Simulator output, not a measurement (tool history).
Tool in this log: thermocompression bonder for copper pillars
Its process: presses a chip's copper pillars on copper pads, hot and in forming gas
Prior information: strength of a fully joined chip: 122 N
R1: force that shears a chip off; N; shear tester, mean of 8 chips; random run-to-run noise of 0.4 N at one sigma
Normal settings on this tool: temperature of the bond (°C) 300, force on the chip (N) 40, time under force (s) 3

Run 1, day 0.000: usual settings. Result: R1 59.7 N.
Run 2, day 0.912: usual settings. Result: R1 60.3 N.
Run 3, day 1.796: usual settings. Result: R1 60.8 N.
Run 4, day 3.304: usual settings. Result: R1 59.2 N.
Run 5, day 3.962: usual settings but force on the chip (N) 45. Result: R1 63.1 N.
Run 6, day 4.971: usual settings but force on the chip (N) 45. Result: R1 63.2 N.
Run 7, day 6.479: usual settings but force on the chip (N) 27. Result: R1 48.2 N.
Run 8, day 7.554: usual settings. Result: R1 59.2 N.
Run 9, day 8.550: usual settings. Result: R1 58.8 N.
Run 10, day 9.833: usual settings but force on the chip (N) 29. Result: R1 49.5 N.
Run 11, day 11.279: usual settings but force on the chip (N) 29. Result: R1 49.4 N.
Run 12, day 12.467: usual settings but force on the chip (N) 29. Result: R1 49.0 N.
Run 13, day 13.625: usual settings but force on the chip (N) 29. Result: R1 48.3 N.
Run 14, day 15.121: usual settings but time under force (s) 4. Result: R1 62.4 N.
Run 15, day 16.350: usual settings but time under force (s) 4. Result: R1 62.1 N.
Run 16, day 17.625: usual settings but time under force (s) 4. Result: R1 62.4 N.
Run 17, day 18.638: usual settings but time under force (s) 4. Result: R1 62.2 N.
Run 18, day 19.954: usual settings but time under force (s) 4. Result: R1 61.3 N.
Run 19, day 21.046: usual settings but time under force (s) 4. Result: R1 61.8 N.
Run 20, day 22.117: usual settings but temperature of the bond (°C) 293. Result: R1 51.2 N.
Run 21, day 23.512: usual settings but temperature of the bond (°C) 329, time under force (s) 5. Result: R1 85.4 N.
Run 22, day 24.779: usual settings but time under force (s) 5. Result: R1 69.1 N.
Run 23, day 25.892: usual settings but time under force (s) 5. Result: R1 73.1 N.
Run 24, day 27.450: usual settings but temperature of the bond (°C) 270, time under force (s) 4. Result: R1 48.8 N.
Run 25, day 28.983: usual settings but temperature of the bond (°C) 270, time under force (s) 4. Result: R1 48.0 N.
Run 26, day 30.167: usual settings but temperature of the bond (°C) 270, force on the chip (N) 43, time under force (s) 7. Result: R1 61.7 N.
Run 27, day 31.367: usual settings but temperature of the bond (°C) 270, force on the chip (N) 43, time under force (s) 7. Result: R1 61.4 N.
Run 28, day 32.062: usual settings but temperature of the bond (°C) 318, force on the chip (N) 38, time under force (s) 4. Result: R1 76.6 N.
Run 29, day 32.875: usual settings but time under force (s) 2. Result: R1 52.6 N.
Run 30, day 34.417: usual settings but force on the chip (N) 36, time under force (s) 2. Result: R1 48.8 N.
Run 31, day 35.621: usual settings but temperature of the bond (°C) 321, time under force (s) 2. Result: R1 64.0 N.
Run 32, day 36.708: usual settings but temperature of the bond (°C) 321, time under force (s) 2. Result: R1 63.2 N.

The log once held 3 entries between its listed runs, left out of this copy. Where does each go, and what is different about the tool's unlogged condition between the listed run before it and the listed run after it?
After run 13, before run 14: force cell calibrated (day 13.825)
  true temperature of the bond over the reading, C: -3.3 -> -3.4; force that reaches the chip, % of what is set: 91.2 -> 90; oxide that the forming gas leaves, % of the face: 4.6 -> 4.88
  measured result minus the result with no hidden state, R1: -6.5 -> -8.4 N
After run 20, before run 21: force cell calibrated, once more (day 23.050)
  true temperature of the bond over the reading, C: -4.1 -> -4.2; force that reaches the chip, % of what is set: 89 -> 99.6; oxide that the forming gas leaves, % of the face: 6.22 -> 6.45
  measured result minus the result with no hidden state, R1: -9.0 -> -7.8 N
After run 22, before run 23: forming gas filter changed (day 25.654)
  true temperature of the bond over the reading, C: -4.3 -> -4.4; force that reaches the chip, % of what is set: 99.4 -> 99.3; oxide that the forming gas leaves, % of the face: 6.71 -> 0.58
  measured result minus the result with no hidden state, R1: -7.5 -> -3.1 N
